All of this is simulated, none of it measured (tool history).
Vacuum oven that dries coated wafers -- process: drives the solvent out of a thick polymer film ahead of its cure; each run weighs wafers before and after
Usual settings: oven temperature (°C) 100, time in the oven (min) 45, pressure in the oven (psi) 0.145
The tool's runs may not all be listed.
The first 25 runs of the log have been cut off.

run     day  oven temperature (°C)  time in the oven (min)  pressure in the oven (psi)  solvent left in the film (%)
 26  15.862                    107                      60                       0.513                          1.49
 27  16.612                    109                      47                       0.513                          1.43
 28  17.008                    101                      47                       0.489                          2.06
 29  17.646                    100                      38                       0.139                           1.3
 30  18.229                    108                      47                       0.286                          0.89
 31  18.904                    108                      47                       0.286                          0.88
 32  19.717                    108                      47                       0.286                          0.95
 33  20.479                    108                      47                       0.286                          0.91
 34  20.842                    108                      47                       0.286                          0.88
 35  21.538                    110                      56                       0.509                          1.36
 36  22.358                    110                      56                       0.509                          1.34
 37  22.742                    110                      56                       0.509                          1.36
 38  23.075                    110                      56                       0.509                          1.36
 39  23.646                    109                      56                        0.39                          1.09
 40  24.438                    109                      56                        0.39                          1.11
 41  25.092                    114                      31                        0.39                          1.07
 42  25.838                    114                      65                       0.212                          0.54
 43  26.412                    114                      65                       0.212                           0.5
 44  27.038                     96                      45                       0.424                          2.67

Here are 4 independent what-if runs from the current tool condition. What would each one return?
  A  27.867                    101                      56                       0.093                             ?
  B  27.867                     96                      45                       0.424                             ?
  C  27.867                    105                      45                       0.276                             ?
  D  27.867                    106                      43                       0.424                             ?

run  solvent left in the film (%)
  A                          0.57
  B                          2.67
  C                           1.1
  D                          1.48
With no hidden state in the tool, these same runs would have given:
run  solvent left in the film (%)
  A                           0.5
  B                          2.51
  C                          1.02
  D                          1.39
